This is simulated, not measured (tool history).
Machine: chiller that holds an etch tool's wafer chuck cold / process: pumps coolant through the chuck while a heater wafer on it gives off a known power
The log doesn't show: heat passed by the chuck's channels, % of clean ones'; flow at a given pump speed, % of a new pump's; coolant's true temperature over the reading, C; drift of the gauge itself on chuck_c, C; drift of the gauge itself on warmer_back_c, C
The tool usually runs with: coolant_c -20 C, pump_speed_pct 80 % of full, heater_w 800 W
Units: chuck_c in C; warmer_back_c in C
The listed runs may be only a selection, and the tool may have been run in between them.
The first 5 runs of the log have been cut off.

run   hour  coolant_c  pump_speed_pct  heater_w  hours since the coolant was changed and the channels were flushed  hours since the pump was overhauled  hours since the chiller's thermometer was calibrated  chuck_c  warmer_back_c
  6  110.1        -20              80       800                                                               3902                                  830                                                   596   -11.26           2.53
  7  140.9        -20              80       800                                                               3932                                  861                                                   627   -11.06           2.53
  8  160.7        -20              80       800                                                               3952                                  881                                                   647   -11.19           2.59
  9  176.7        -20              80       800                                                               3968                                  897                                                   663   -11.31           2.58
 10  201.2        -20              99       800                                                               3993                                  922                                                   687   -12.53           2.09
 11  218.4        -20              80       800                                                               4010                                  939                                                   705   -11.24           2.64
 12  241.3        -20              64       800                                                               4033                                  962                                                   727     -9.5           3.33
 13  275.7        -20              64       800                                                               4067                                  996                                                   762    -9.62           3.34
 14  304.4        -20              80      1047                                                               4096                                 1025                                                   791    -8.53           3.47
     336.4  -- coolant changed, channels flushed
 15  341.8        -20              80      1047                                                                  5                                 1056                                                   822     -8.5           3.49
 16  369.1        -20              80      1047                                                                 33                                 1083                                                   849    -8.51           3.52
 17    393        -20              98       812                                                                 57                                 1107                                                   873   -12.47           2.35
 18  410.1        -20              80      1022                                                                 74                                 1124                                                   890    -8.71           3.48
 19  442.3        -15              76       458                                                                106                                 1157                                                   922    -9.78           1.87
 20  456.3        -15              76       458                                                                120                                 1171                                                   936    -9.76           1.89
 21  478.9        -13              78       639                                                                142                                 1193                                                   959    -5.91            2.4
 22  497.2        -27              80       800                                                                161                                 1212                                                   977   -18.22           2.87
     505.3  -- gauge calibrated
 23  518.6        -26              80       800                                                                182                                 1233                                                   999   -17.28           2.44

What will run 24 give?
 24  548.1        -26              80       800                                                                212                                 1262                                                  1028        ?              ?

Run 24 yielded chuck_c -17.24 C, warmer_back_c 2.45 C.
Take away the tool's hidden state, keep the run-to-run variation as it was, and the same run would have given chuck_c -17.24 C, warmer_back_c 2.41 C.

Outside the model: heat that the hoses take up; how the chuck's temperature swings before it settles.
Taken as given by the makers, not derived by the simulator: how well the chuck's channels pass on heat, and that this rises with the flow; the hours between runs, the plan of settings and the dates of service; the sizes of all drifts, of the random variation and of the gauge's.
